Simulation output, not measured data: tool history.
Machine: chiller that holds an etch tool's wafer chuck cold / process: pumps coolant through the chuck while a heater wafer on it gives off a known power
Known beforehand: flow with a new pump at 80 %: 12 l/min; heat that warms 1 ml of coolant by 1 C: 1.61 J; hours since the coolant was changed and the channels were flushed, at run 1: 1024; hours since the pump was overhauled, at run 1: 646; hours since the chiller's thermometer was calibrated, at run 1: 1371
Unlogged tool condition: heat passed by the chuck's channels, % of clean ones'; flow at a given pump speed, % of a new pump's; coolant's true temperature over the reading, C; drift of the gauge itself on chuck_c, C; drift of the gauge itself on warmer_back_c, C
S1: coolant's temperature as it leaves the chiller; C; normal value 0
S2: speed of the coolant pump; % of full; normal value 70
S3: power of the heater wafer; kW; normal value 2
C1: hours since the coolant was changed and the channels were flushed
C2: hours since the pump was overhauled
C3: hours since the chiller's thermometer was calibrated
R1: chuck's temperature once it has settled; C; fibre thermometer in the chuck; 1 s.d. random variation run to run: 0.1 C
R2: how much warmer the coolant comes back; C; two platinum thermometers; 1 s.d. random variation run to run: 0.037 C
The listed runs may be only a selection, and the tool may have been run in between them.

run 1 hour=0 | S1=0 S2=70 S3=2 | C1=1024 C2=646 C3=1371 | R1=16.6 R2=7.21
run 2 hour=20.2 | S1=0 S2=70 S3=2 | C1=1045 C2=666 C3=1391 | R1=16.6 R2=7.17
run 3 hour=42 | S1=0 S2=70 S3=2 | C1=1066 C2=688 C3=1413 | R1=16.5 R2=7.23
run 4 hour=62.2 | S1=0 S2=70 S3=2 | C1=1087 C2=708 C3=1433 | R1=16.5 R2=7.25
run 5 hour=85.8 | S1=0 S2=70 S3=2 | C1=1110 C2=731 C3=1457 | R1=16.3 R2=7.18
run 6 hour=111 | S1=0 S2=71 S3=2 | C1=1135 C2=757 C3=1482 | R1=16.4 R2=7.13
run 7 hour=127.9 | S1=9 S2=70 S3=2 | C1=1152 C2=773 C3=1499 | R1=25.7 R2=7.22
run 8 hour=150.7 | S1=3 S2=70 S3=2 | C1=1175 C2=796 C3=1522 | R1=19.7 R2=7.21
run 9 hour=180.8 | S1=0 S2=67 S3=2 | C1=1205 C2=826 C3=1552 | R1=17.2 R2=7.62
run 10 hour=196.7 | S1=0 S2=70 S3=2.454 | C1=1221 C2=842 C3=1568 | R1=20.3 R2=8.85
run 11 hour=224.7 | S1=5 S2=70 S3=2 | C1=1249 C2=870 C3=1596 | R1=21.7 R2=7.25
run 12 hour=251.4 | S1=5 S2=70 S3=2 | C1=1276 C2=897 C3=1623 | R1=21.5 R2=7.27
run 13 hour=265.4 | S1=9 S2=97 S3=2.578 | C1=1290 C2=911 C3=1637 | R1=25.2 R2=6.39
run 14 hour=293.1 | S1=-7 S2=61 S3=1.177 | C1=1317 C2=939 C3=1664 | R1=4.1 R2=4.97
run 15 hour=309.4 | S1=-1 S2=87 S3=1.687 | C1=1334 C2=955 C3=1681 | R1=10.8 R2=4.67
run 16 hour=327.1 | S1=8 S2=100 S3=1.499 | C1=1351 C2=973 C3=1698 | R1=17.4 R2=3.64
run 17 hour=351.5 | S1=8 S2=100 S3=1.499 | C1=1376 C2=997 C3=1723 | R1=17.2 R2=3.65
run 18 hour=372.2 | S1=-1 S2=97 S3=2.202 | C1=1397 C2=1018 C3=1743 | R1=13 R2=5.47
run 19 hour=399.1 | S1=-1 S2=97 S3=2.202 | C1=1423 C2=1045 C3=1770 | R1=12.8 R2=5.52
run 20 hour=425.8 | S1=10 S2=75 S3=2.264 | C1=1450 C2=1071 C3=1797 | R1=27.7 R2=7.54
run 21 hour=440.1 | S1=10 S2=75 S3=2.264 | C1=1464 C2=1086 C3=1811 | R1=27.9 R2=7.58
run 22 hour=471.2 | S1=10 S2=75 S3=2.264 | C1=1496 C2=1117 C3=1843 | R1=27.7 R2=7.63
run 23 hour=501.6 | S1=10 S2=69 S3=1.31 | C1=1526 C2=1147 C3=1873 | R1=21 R2=4.83

Consider 5 possible next runs. They are alternatives, not a sequence: every one starts from the tool as it was left by run 23. What does each give?
run A hour=515.9 | S1=10 S2=70 S3=1.233 | C1=1540 C2=1161 C3=1887 | R1=? R2=?
run B hour=515.9 | S1=-8 S2=84 S3=1.561 | C1=1540 C2=1161 C3=1887 | R1=? R2=?
run C hour=515.9 | S1=10 S2=63 S3=1.31 | C1=1540 C2=1161 C3=1887 | R1=? R2=?
run D hour=515.9 | S1=-9 S2=69 S3=1.31 | C1=1540 C2=1161 C3=1887 | R1=? R2=?
run E hour=515.9 | S1=0 S2=70 S3=1.164 | C1=1540 C2=1161 C3=1887 | R1=? R2=?

run=A R1=20.5 R2=4.51
run=B R1=3.1 R2=4.61
run=C R1=22 R2=5.41
run=D R1=2 R2=4.84
run=E R1=9.8 R2=4.22
Take away the tool's hidden state, keep each run's random variation, and the runs would have read:
run=A R1=20.1 R2=4.5
run=B R1=2.7 R2=4.6
run=C R1=21.7 R2=5.4
run=D R1=1.7 R2=4.83
run=E R1=9.5 R2=4.21

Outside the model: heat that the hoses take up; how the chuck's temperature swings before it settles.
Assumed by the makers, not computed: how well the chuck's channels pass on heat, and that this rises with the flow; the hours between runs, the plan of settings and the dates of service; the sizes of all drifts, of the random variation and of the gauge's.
